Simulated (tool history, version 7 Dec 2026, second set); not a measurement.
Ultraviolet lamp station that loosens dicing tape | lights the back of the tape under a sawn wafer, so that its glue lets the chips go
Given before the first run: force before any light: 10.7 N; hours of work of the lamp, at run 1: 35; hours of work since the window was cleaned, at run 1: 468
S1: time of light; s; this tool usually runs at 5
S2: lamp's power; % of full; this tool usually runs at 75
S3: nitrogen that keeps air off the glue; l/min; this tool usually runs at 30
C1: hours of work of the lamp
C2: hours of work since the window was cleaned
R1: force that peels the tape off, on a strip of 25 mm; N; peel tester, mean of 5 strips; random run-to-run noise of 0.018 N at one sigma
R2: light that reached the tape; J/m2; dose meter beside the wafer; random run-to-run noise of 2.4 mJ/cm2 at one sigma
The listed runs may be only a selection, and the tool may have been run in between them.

run 1 hour=0 | S1=5 S2=75 S3=30 | C1=35 C2=468 | R1=1.053 R2=2450
run 2 hour=9.9 | S1=5 S2=75 S3=17 | C1=39 C2=472 | R1=1.424 R2=2420
run 3 hour=23.1 | S1=5 S2=75 S3=17 | C1=44 C2=478 | R1=1.438 R2=2440
run 4 hour=38.2 | S1=5 S2=75 S3=17 | C1=50 C2=484 | R1=1.435 R2=2460
run 5 hour=52.5 | S1=5 S2=75 S3=17 | C1=56 C2=489 | R1=1.469 R2=2400
run 6 hour=65.8 | S1=5 S2=75 S3=17 | C1=61 C2=495 | R1=1.513 R2=2430
run 7 hour=77.3 | S1=3 S2=78 S3=23 | C1=66 C2=499 | R1=2.581 R2=1500
run 8 hour=97.3 | S1=3 S2=78 S3=23 | C1=74 C2=507 | R1=2.7 R2=1510
run 9 hour=115.1 | S1=3 S2=95 S3=13 | C1=81 C2=514 | R1=2.581 R2=1800
-- hour=117.2 window cleaned of glue's vapour
run 10 hour=127.2 | S1=4 S2=84 S3=13 | C1=85 C2=4 | R1=2.072 R2=2110
run 11 hour=138.9 | S1=8 S2=76 S3=18 | C1=90 C2=9 | R1=0.542 R2=3830
run 12 hour=149.8 | S1=8 S2=78 S3=11 | C1=95 C2=13 | R1=0.729 R2=3910

Each row is a separate what-if for the run after 12, all from the same tool condition, not one after another. Results?
run A hour=160.8 | S1=8 S2=67 S3=11 | C1=99 C2=17 | R1=? R2=?
run B hour=160.8 | S1=5 S2=71 S3=30 | C1=99 C2=17 | R1=? R2=?
run C hour=160.8 | S1=4 S2=88 S3=17 | C1=99 C2=17 | R1=? R2=?
run D hour=160.8 | S1=5 S2=75 S3=53 | C1=99 C2=17 | R1=? R2=?
run E hour=160.8 | S1=2 S2=78 S3=19 | C1=99 C2=17 | R1=? R2=?

run=A R1=0.98 R2=3390
run=B R1=1.285 R2=2200
run=C R1=1.755 R2=2210
run=D R1=0.911 R2=2320
run=E R1=4.577 R2=1010
Take away the tool's hidden state, keep each run's random variation, and the runs would have read:
run=A R1=0.754 R2=3840
run=B R1=1.003 R2=2500
run=C R1=1.403 R2=2500
run=D R1=0.698 R2=2630
run=E R1=4.09 R2=1140
